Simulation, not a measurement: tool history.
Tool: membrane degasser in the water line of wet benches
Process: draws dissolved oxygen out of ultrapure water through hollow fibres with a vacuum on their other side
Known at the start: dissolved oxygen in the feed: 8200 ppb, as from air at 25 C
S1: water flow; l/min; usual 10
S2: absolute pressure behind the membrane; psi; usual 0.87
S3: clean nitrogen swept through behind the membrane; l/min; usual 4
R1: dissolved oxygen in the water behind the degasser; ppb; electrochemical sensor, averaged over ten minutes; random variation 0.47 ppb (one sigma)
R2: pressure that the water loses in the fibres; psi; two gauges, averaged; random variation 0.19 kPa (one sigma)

run 1 hour=0 | S1=10 S2=0.87 S3=4 | R1=34.8 R2=5.564
-- hour=19.3 vacuum gauge calibrated
run 2 hour=187.6 | S1=10 S2=0.87 S3=4 | R1=35.7 R2=5.58
run 3 hour=380.1 | S1=9 S2=0.87 S3=4 | R1=31.1 R2=5.021
run 4 hour=534.8 | S1=9 S2=0.87 S3=4 | R1=30.5 R2=5.011
-- hour=557.6 seals of the vacuum lines changed
run 5 hour=703.8 | S1=9 S2=0.87 S3=4 | R1=29.8 R2=5.043
run 6 hour=1008.3 | S1=8 S2=0.87 S3=4 | R1=25.4 R2=4.445
run 7 hour=1281.7 | S1=8 S2=0.87 S3=4 | R1=25.7 R2=4.461
run 8 hour=1442 | S1=8 S2=0.87 S3=4 | R1=25.3 R2=4.447
run 9 hour=1571.1 | S1=8 S2=0.87 S3=4 | R1=25.8 R2=4.482
run 10 hour=1725 | S1=10 S2=0.87 S3=4 | R1=35.7 R2=5.616
run 11 hour=1889.2 | S1=10 S2=0.87 S3=4 | R1=35.1 R2=5.546
run 12 hour=2086.9 | S1=10 S2=0.87 S3=4 | R1=35.3 R2=5.581
run 13 hour=2365.7 | S1=10 S2=0.87 S3=4 | R1=35.6 R2=5.52
run 14 hour=2566.9 | S1=10 S2=0.87 S3=4 | R1=36 R2=5.564
run 15 hour=2849.9 | S1=10 S2=0.87 S3=4 | R1=36.2 R2=5.574
run 16 hour=3080.9 | S1=6 S2=0.87 S3=4 | R1=16.2 R2=3.378
run 17 hour=3380.9 | S1=9 S2=1.114 S3=2.68 | R1=51.6 R2=5.017
run 18 hour=3590.9 | S1=9 S2=1.114 S3=2.68 | R1=53.3 R2=5.049
-- hour=3826.3 vacuum gauge calibrated
run 19 hour=3902.3 | S1=9 S2=1.114 S3=2.68 | R1=50.6 R2=5.017
run 20 hour=4176.2 | S1=9 S2=1.114 S3=2.68 | R1=51 R2=4.991
run 21 hour=4470.5 | S1=10 S2=0.848 S3=6.85 | R1=27.5 R2=5.601

The next listed run, before its measurement:
run 22 hour=4618.9 | S1=10 S2=0.848 S3=6.85 | R1=? R2=?

{"run 22": {"R1": 28.3, "R2": 5.54}}
Without the tool's hidden state the same run would have given R1 28.2 ppb, R2 5.538 psi.

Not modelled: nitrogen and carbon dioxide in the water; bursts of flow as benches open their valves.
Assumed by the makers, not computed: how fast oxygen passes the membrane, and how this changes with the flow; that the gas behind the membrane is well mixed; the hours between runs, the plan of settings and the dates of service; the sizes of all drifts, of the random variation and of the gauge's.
